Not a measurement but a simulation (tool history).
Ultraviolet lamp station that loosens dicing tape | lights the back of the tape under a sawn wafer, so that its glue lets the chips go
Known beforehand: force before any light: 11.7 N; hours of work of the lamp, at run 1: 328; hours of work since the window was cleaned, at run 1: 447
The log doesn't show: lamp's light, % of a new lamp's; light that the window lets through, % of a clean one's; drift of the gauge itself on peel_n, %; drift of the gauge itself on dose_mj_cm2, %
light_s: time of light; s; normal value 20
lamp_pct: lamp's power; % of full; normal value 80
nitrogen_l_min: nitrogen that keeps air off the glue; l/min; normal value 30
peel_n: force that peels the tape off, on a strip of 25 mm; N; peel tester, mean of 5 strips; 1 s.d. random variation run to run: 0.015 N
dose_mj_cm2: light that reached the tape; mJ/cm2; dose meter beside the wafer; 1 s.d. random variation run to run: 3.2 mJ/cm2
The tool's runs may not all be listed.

run,hour,light_s,lamp_pct,nitrogen_l_min,hours of work of the lamp,hours of work since the window was cleaned,peel_n,dose_mj_cm2
1,0,20,80,30,328,447,1.03,419
2,34.1,23,80,30,344,464,0.753,483
3,77.5,23,80,30,365,485,0.728,482
4,118.5,20,80,13,385,504,1.797,410
5,176.2,20,80,13,413,532,1.793,408
6,228.3,20,80,30,438,557,1.167,401
7,267.8,20,80,30,457,576,1.156,400
# hour 284.3: window cleaned of glue's vapour
8,304,20,80,30,475,10,0.853,456
9,361.2,24,80,30,502,37,0.545,538
10,395.8,24,80,30,519,54,0.559,538
11,462.5,24,80,30,551,86,0.585,528
12,490.8,24,80,30,565,100,0.586,527
13,540.5,24,80,30,589,124,0.613,524
14,573.6,21,66,10,605,140,2.472,377
15,600.7,19,93,30,618,153,0.781,477
16,650.7,36,80,16,642,177,0.337,772
17,698.6,36,80,16,665,200,0.373,760
18,751.1,20,87,19,690,225,1.157,456
19,779.3,31,80,9,704,239,0.935,651
20,816.6,31,80,9,722,257,0.926,639
21,867.7,27,70,35,747,282,0.65,480
22,920.7,27,70,54,772,307,0.527,474
23,982.8,20,77,30,802,337,1.224,384

Run 24 has not been measured yet. What should we expect?
24,1016.3,20,96,30,819,354,?,?

{"run 24": {"peel_n": 0.769, "dose_mj_cm2": 474}}
Were there no unlogged condition in the tool, this run, its random variation unchanged, would have produced peel_n 0.425 N, dose_mj_cm2 593 mJ/cm2.
